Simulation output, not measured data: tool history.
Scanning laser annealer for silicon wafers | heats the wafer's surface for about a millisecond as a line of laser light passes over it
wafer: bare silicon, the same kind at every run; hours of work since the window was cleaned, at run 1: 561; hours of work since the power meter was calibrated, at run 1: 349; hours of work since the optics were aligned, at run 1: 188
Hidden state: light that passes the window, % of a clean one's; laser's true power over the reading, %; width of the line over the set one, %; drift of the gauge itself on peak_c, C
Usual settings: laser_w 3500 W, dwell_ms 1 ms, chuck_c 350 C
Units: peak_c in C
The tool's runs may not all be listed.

run,day,laser_w,dwell_ms,chuck_c,hours of work since the window was cleaned,hours of work since the power meter was calibrated,hours of work since the optics were aligned,peak_c
1,0,3500,1,350,561,349,188,1134
2,0.642,3500,1,350,573,361,200,1137
3,1.067,3500,1,335,581,369,208,1121
4,1.458,3500,1,335,588,376,215,1120
# day 1.917: window over the wafer cleaned
5,2.004,3500,1,335,2,385,224,1118
6,2.417,3500,1,319,9,393,232,1105
7,3.112,3500,1,319,22,406,245,1106
8,3.579,3500,1,319,31,414,253,1104
9,3.983,3063,0.89,346,39,422,261,986
10,4.554,3582,0.89,390,49,432,271,1157
11,4.917,3500,1.11,350,56,439,278,1175
12,5.562,3699,1,375,68,451,290,1214
13,6.225,3699,1.19,375,80,463,303,1287
14,6.721,3640,0.98,350,89,473,312,1170

Forecast each of these 3 alternatives for the next run:
A,7.158,3500,0.94,330,98,481,320,?
B,7.158,3042,1,350,98,481,320,?
C,7.158,3444,0.98,350,98,481,320,?

run,peak_c
A,1097
B,1015
C,1116
Without the tool's hidden state the same runs would have given:
run,peak_c
A,1098
B,1015
C,1117
